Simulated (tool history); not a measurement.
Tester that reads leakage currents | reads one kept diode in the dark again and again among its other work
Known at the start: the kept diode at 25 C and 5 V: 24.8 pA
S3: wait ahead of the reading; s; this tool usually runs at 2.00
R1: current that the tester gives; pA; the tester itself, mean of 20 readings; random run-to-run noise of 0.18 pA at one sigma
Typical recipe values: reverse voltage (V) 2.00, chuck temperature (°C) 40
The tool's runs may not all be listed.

Run 1, hour 0.0: usual settings. Result: R1 56.87 pA.
Run 2, hour 50.7: usual settings. Result: R1 56.28 pA.
Run 3, hour 83.7: usual settings. Result: R1 56.76 pA.
Run 4, hour 122.1: usual settings. Result: R1 56.84 pA.
Run 5, hour 181.6: usual settings but reverse voltage (V) 19.32. Result: R1 121.07 pA.
At hour 198.7: chuck's temperature calibrated.
Run 6, hour 251.6: usual settings but reverse voltage (V) 19.32. Result: R1 121.87 pA.
Run 7, hour 285.6: usual settings but reverse voltage (V) 19.32. Result: R1 121.28 pA.
Run 8, hour 333.6: usual settings but reverse voltage (V) 19.32. Result: R1 121.70 pA.
Run 9, hour 379.0: usual settings but reverse voltage (V) 19.30. Result: R1 120.96 pA.
Run 10, hour 419.1: usual settings but reverse voltage (V) 19.30. Result: R1 121.06 pA.
Run 11, hour 494.9: usual settings. Result: R1 56.81 pA.
Run 12, hour 551.5: usual settings but S3 1.20 s. Result: R1 56.74 pA.
Run 13, hour 619.8: usual settings but chuck temperature (°C) 30, S3 6.64 s. Result: R1 27.17 pA.
Run 14, hour 687.8: usual settings but chuck temperature (°C) 23, S3 6.64 s. Result: R1 15.87 pA.
Run 15, hour 752.7: usual settings but reverse voltage (V) 4.84, chuck temperature (°C) 51, S3 8.16 s. Result: R1 160.66 pA.
Run 16, hour 791.1: usual settings but reverse voltage (V) 1.29, chuck temperature (°C) 23, S3 0.75 s. Result: R1 14.01 pA.
Run 17, hour 846.8: usual settings but reverse voltage (V) 1.29, chuck temperature (°C) 23, S3 0.75 s. Result: R1 13.96 pA.
Run 18, hour 908.1: usual settings but reverse voltage (V) 1.29, chuck temperature (°C) 23, S3 0.75 s. Result: R1 13.88 pA.
Run 19, hour 965.8: usual settings but reverse voltage (V) 1.29, chuck temperature (°C) 23, S3 0.75 s. Result: R1 14.06 pA.
Run 20, hour 1035.7: usual settings but S3 0.43 s. Result: R1 57.36 pA.
Run 21, hour 1090.1: usual settings but reverse voltage (V) 4.95, S3 1.20 s. Result: R1 77.15 pA.
Run 22, hour 1167.4: usual settings but S3 2.35 s. Result: R1 56.80 pA.

Each row is a separate what-if for the run after 22, all from the same tool condition, not one after another. Results?
Run A, hour 1245.8: usual settings but reverse voltage (V) 2.34, S3 0.54 s. Result: R1 ?.
Run B, hour 1245.8: usual settings but reverse voltage (V) 1.19, chuck temperature (°C) 35, S3 5.06 s. Result: R1 ?.
Run C, hour 1245.8: usual settings but reverse voltage (V) 6.89, chuck temperature (°C) 23, S3 6.29 s. Result: R1 ?.

run     R1
  A  60.48
  B  33.25
  C  24.04
With no hidden state in the tool, these same runs would have given:
run     R1
  A  60.44
  B  33.23
  C  24.00

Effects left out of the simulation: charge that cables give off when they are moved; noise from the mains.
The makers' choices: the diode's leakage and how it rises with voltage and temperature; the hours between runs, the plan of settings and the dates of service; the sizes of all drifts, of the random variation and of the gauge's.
